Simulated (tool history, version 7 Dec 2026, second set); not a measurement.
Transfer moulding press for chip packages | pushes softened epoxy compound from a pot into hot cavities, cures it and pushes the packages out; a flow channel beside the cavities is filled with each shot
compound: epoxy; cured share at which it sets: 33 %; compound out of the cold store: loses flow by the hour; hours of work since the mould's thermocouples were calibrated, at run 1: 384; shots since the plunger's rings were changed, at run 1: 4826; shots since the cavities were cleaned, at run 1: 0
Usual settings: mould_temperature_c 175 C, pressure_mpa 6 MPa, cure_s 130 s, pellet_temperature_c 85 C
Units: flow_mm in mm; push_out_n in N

run,hour,mould_temperature_c,pressure_mpa,cure_s,pellet_temperature_c,hours of work since the mould's thermocouples were calibrated,shots since the plunger's rings were changed,shots since the cavities were cleaned,incoming compound's hours out of the cold store,flow_mm,push_out_n
1,0,175,6,130,85,384,4826,0,34.7,743,473
2,49.1,175,6,130,85,411,5232,406,33.3,753,452
3,87.4,175,6,130,85,432,5548,722,14.1,846,475
# hour 93: cavities cleaned with cleaning compound and waxed
4,118.7,170,6,130,85,449,5795,213,22.6,805,597
5,156.7,175,6,115,85,470,6109,527,11.5,853,591
# hour 184.9: cavities cleaned with cleaning compound and waxed
6,201.2,175,6.14,130,85,493,6464,134,22.5,805,484
# hour 212.3: plunger's sealing rings changed
7,248.7,175,6.14,130,85,518,301,506,9,873,479
8,273.5,171,6,130,91,532,506,711,20.8,825,560
# hour 280.4: cavities cleaned with cleaning compound and waxed
9,298.1,167,6,136,76,544,697,146,36,750,619
10,322.8,175,6,157,82,558,901,350,44.7,713,425
11,360.1,175,5.92,130,93,579,1209,658,44.6,701,443
# hour 374.8: cavities cleaned with cleaning compound and waxed
12,396.5,175,5.92,130,93,598,1498,180,19.2,811,469
13,422.7,175,5.92,130,93,612,1714,396,46.1,687,454
# hour 470.2: cavities cleaned with cleaning compound and waxed
14,471.3,175,5.92,130,93,638,2104,10,40.4,736,463

Forecast each of these 3 alternatives for the next run:
A,508,175,6.77,130,93,658,2406,312,44.6,?,?
B,508,179,4.65,130,86,658,2406,312,26.6,?,?
C,508,175,5.92,130,93,658,2406,312,22.4,?,?

run,flow_mm,push_out_n
A,753,444
B,680,442
C,797,474
Without the tool's hidden state the same runs would have given:
run,flow_mm,push_out_n
A,754,439
B,680,437
C,798,469

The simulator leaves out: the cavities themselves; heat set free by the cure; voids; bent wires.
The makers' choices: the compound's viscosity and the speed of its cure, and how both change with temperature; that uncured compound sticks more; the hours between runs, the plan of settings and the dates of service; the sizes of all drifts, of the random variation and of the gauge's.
